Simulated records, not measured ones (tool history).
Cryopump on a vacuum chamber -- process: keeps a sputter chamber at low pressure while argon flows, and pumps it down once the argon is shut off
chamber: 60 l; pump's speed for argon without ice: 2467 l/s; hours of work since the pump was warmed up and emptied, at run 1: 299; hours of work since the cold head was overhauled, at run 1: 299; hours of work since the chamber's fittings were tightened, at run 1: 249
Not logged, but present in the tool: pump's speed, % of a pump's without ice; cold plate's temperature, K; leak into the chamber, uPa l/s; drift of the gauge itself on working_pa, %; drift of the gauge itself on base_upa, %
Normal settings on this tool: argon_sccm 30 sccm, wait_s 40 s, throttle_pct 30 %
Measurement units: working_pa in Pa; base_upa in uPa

| run | day | argon_sccm | wait_s | throttle_pct | hours of work since the pump was warmed up and emptied | hours of work since the cold head was overhauled | hours of work since the chamber's fittings were tightened | working_pa | base_upa |
|---|---|---|---|---|---|---|---|---|---|
| 1 | 0 | 30 | 40 | 30 | 299 | 299 | 249 | 0.071 | 0.8 |
| 2 | 0.517 | 30 | 200 | 30 | 306 | 306 | 255 | 0.0706 | 0.32 |
| 3 | 1.146 | 30 | 40 | 30 | 314 | 314 | 263 | 0.0724 | 0.78 |
| 4 | 1.704 | 30 | 40 | 30 | 321 | 321 | 270 | 0.071 | 0.79 |
| 5 | 2.071 | 30 | 40 | 30 | 326 | 326 | 275 | 0.0703 | 0.81 |
| 6 | 2.6 | 50 | 40 | 30 | 332 | 332 | 282 | 0.1183 | 0.78 |
| 7 | 3.267 | 50 | 40 | 30 | 341 | 341 | 290 | 0.118 | 0.79 |
| 8 | 3.854 | 30 | 198 | 30 | 348 | 348 | 298 | 0.0708 | 0.32 |
| 9 | 4.425 | 18 | 40 | 30 | 355 | 355 | 305 | 0.0423 | 0.8 |
| 10 | 4.983 | 18 | 40 | 30 | 362 | 362 | 312 | 0.0423 | 0.78 |
| 11 | 5.258 | 18 | 40 | 30 | 366 | 366 | 315 | 0.0418 | 0.79 |
| 12 | 5.538 | 18 | 40 | 30 | 370 | 370 | 319 | 0.0434 | 0.82 |
| 13 | 6.167 | 18 | 40 | 30 | 378 | 378 | 327 | 0.0433 | 0.79 |
| 14 | 6.683 | 18 | 40 | 39 | 384 | 384 | 333 | 0.0334 | 0.8 |
| 15 | 6.979 | 18 | 40 | 39 | 388 | 388 | 337 | 0.0339 | 0.8 |
| 16 | 7.308 | 18 | 40 | 39 | 392 | 392 | 341 | 0.0342 | 0.77 |
| 17 | 7.7 | 30 | 40 | 30 | 397 | 397 | 346 | 0.0725 | 0.78 |
| 18 | 8.221 | 53 | 38 | 42 | 404 | 404 | 353 | 0.0925 | 0.85 |
| 19 | 8.492 | 14 | 38 | 42 | 407 | 407 | 356 | 0.0238 | 0.85 |
| 20 | 8.821 | 13 | 80 | 43 | 411 | 411 | 361 | 0.0216 | 0.53 |
| 21 | 9.246 | 19 | 204 | 30 | 417 | 417 | 366 | 0.0452 | 0.34 |
| 22 | 9.546 | 30 | 22 | 30 | 420 | 420 | 370 | 0.072 | 1.29 |
| 23 | 9.854 | 24 | 40 | 44 | 424 | 424 | 374 | 0.0397 | 0.8 |
| 24 | 10.479 | 18 | 65 | 25 | 432 | 432 | 382 | 0.0515 | 0.59 |
| 25 | 11.029 | 23 | 76 | 26 | 439 | 439 | 389 | 0.064 | 0.54 |
| 26 | 11.404 | 23 | 164 | 26 | 444 | 444 | 393 | 0.0636 | 0.37 |
| 27 | 11.908 | 16 | 78 | 16 | 450 | 450 | 400 | 0.0697 | 0.51 |
| 28 | 12.383 | 35 | 162 | 25 | 456 | 456 | 406 | 0.1 | 0.37 |
| 29 | 12.8 | 35 | 162 | 25 | 462 | 462 | 411 | 0.0994 | 0.36 |
| 30 | 13.317 | 24 | 114 | 18 | 468 | 468 | 418 | 0.0938 | 0.41 |
| 31 | 13.75 | 24 | 114 | 18 | 474 | 474 | 423 | 0.0949 | 0.42 |
| 32 | 14.233 | 27 | 23 | 30 | 480 | 480 | 429 | 0.0647 | 1.24 |
| 33 | 14.633 | 25 | 38 | 30 | 485 | 485 | 434 | 0.0592 | 0.83 |
| 34 | 15.196 | 25 | 38 | 30 | 492 | 492 | 441 | 0.0606 | 0.85 |

Forecast each of these 5 alternatives for the next run:
| A | 15.583 | 18 | 149 | 57 | 497 | 497 | 446 | ? | ? |
| B | 15.583 | 59 | 38 | 30 | 497 | 497 | 446 | ? | ? |
| C | 15.583 | 14 | 208 | 40 | 497 | 497 | 446 | ? | ? |
| D | 15.583 | 22 | 275 | 19 | 497 | 497 | 446 | ? | ? |
| E | 15.583 | 17 | 40 | 30 | 497 | 497 | 446 | ? | ? |

| run | working_pa | base_upa |
|---|---|---|
| A | 0.0242 | 0.38 |
| B | 0.142 | 0.83 |
| C | 0.026 | 0.36 |
| D | 0.0826 | 0.3 |
| E | 0.0408 | 0.82 |
With the hidden condition removed and each run's random variation left untouched, the same runs would have given:
| run | working_pa | base_upa |
|---|---|---|
| A | 0.0219 | 0.27 |
| B | 0.1346 | 0.73 |
| C | 0.0242 | 0.26 |
| D | 0.0798 | 0.19 |
| E | 0.0387 | 0.71 |
